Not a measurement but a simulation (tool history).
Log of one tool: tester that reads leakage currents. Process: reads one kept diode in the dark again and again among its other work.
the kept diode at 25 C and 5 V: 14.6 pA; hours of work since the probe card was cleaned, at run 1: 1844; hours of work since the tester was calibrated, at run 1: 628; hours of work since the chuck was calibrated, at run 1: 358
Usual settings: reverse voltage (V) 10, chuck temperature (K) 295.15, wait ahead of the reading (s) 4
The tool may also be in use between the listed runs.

run    hour  reverse voltage (V)  chuck temperature (K)  wait ahead of the reading (s)  hours of work since the probe card was cleaned  hours of work since the tester was calibrated  hours of work since the chuck was calibrated  current that the tester gives (pA)
  1       0                   10                 295.15                              4                                            1844                                            628                                           358                               43.19
  2    25.9                   10                 295.15                              4                                            1855                                            640                                           370                               43.37
  3    50.3                   10                 295.15                              4                                            1867                                            651                                           381                                43.6
  4    82.2                  7.3                 295.15                              4                                            1881                                            666                                           396                                34.2
  5   121.1                  7.3                 295.15                              4                                            1899                                            683                                           413                               34.26
  6   161.7                  7.3                 295.15                              4                                            1917                                            702                                           432                               34.38
  7   193.5                   10                 295.15                              4                                            1932                                            716                                           446                                44.9
  8   228.1                   10                 320.15                              4                                            1948                                            732                                           462                               147.5
  9   254.2                   10                 320.15                              4                                            1960                                            744                                           474                              148.34
 10   296.2                   10                 320.15                              4                                            1979                                            763                                           493                              148.87
 11   330.5                   10                 320.15                              4                                            1995                                            779                                           509                              149.94
 12   348.6                   10                 320.15                              4                                            2003                                            787                                           517                              149.29
 13   374.7                   10                 317.15                              4                                            2015                                            799                                           529                              125.87
      408.7  -- probe card cleaned and baked
 14   414.7                   10                 295.15                              4                                               3                                            816                                           546                               18.74
 15   446.3                   10                 301.15                              4                                              17                                            830                                           560                               30.12
 16   482.9                  1.5                 295.15                              4                                              34                                            847                                           577                                6.85
 17     507                  1.5                 295.15                              4                                              45                                            858                                           588                                6.94
 18   546.4                    3                 295.15                              4                                              63                                            876                                           606                                10.1
 19   572.4                   10                 295.15                              4                                              75                                            888                                           618                               20.01
 20   608.2                   10                 295.15                              4                                              91                                            904                                           634                               20.23
 21   626.2                   10                 295.15                              4                                              99                                            913                                           643                               20.36
 22   652.6                  2.5                 295.15                           0.71                                             111                                            925                                           655                               10.33
 23   689.8                  6.5                 295.15                           0.71                                             128                                            942                                           672                               18.67
 24   725.8                   10                 303.15                              4                                             145                                            958                                           688                                37.3
 25   744.1                   10                 303.15                              4                                             153                                            966                                           696                               37.62
 26   771.3                  3.1                 295.15                           0.34                                             166                                            979                                           709                               13.55
 27   790.8                  1.4                 322.15                           5.77                                             175                                            988                                           718                               51.97
 28   820.3                  1.4                 322.15                           5.77                                             188                                           1001                                           731                               51.99
 29   858.1                  1.4                 322.15                           5.77                                             205                                           1019                                           749                               52.02
 30   889.3                  2.2                 297.15                           1.33                                             220                                           1033                                           763                               11.02
 31   910.9                    3                 316.15                              4                                             229                                           1043                                           773                               51.18
 32   928.8                    3                 316.15                              4                                             238                                           1051                                           781                               51.62
 33   966.5                   10                 308.15                              4                                             255                                           1068                                           798                               56.21
 34   993.3                  1.7                 308.15                              4                                             267                                           1080                                           810                               21.38
 35  1015.2                    3                 327.15                           9.02                                             277                                           1090                                           820                              110.27
 36  1034.5                  4.9                 301.15                           5.52                                             286                                           1099                                           829                               22.89
 37  1064.3                  4.9                 301.15                           1.44                                             299                                           1113                                           843                               23.86
 38  1102.3                  4.9                 301.15                           1.44                                             317                                           1130                                           860                               24.07
 39  1140.8                   10                 295.15                            0.7                                             334                                           1148                                           878                                27.9
 40  1173.5                  1.2                 326.15                           2.01                                             349                                           1163                                           893                               64.85
 41  1214.4                  1.2                 326.15                           2.01                                             368                                           1181                                           911                               64.36

3 ways to go on from here, each from the tool as it stands after run 41. What would each give?
     1224.3  -- chuck's temperature calibrated
  A  1255                  1.2                 308.15                           4.57                                             386                                           1199                                            14                                   ?
     1224.3  -- chuck's temperature calibrated
  B  1255                 14.2                 305.15                           2.01                                             386                                           1199                                            14                                   ?
     1224.3  -- chuck's temperature calibrated
  C  1255                   13                 295.15                           2.02                                             386                                           1199                                            14                                   ?

run  current that the tester gives (pA)
  A                               16.25
  B                               54.72
  C                               27.89
Without the tool's hidden state the same runs would have given:
run  current that the tester gives (pA)
  A                               15.61
  B                               47.24
  C                                21.1
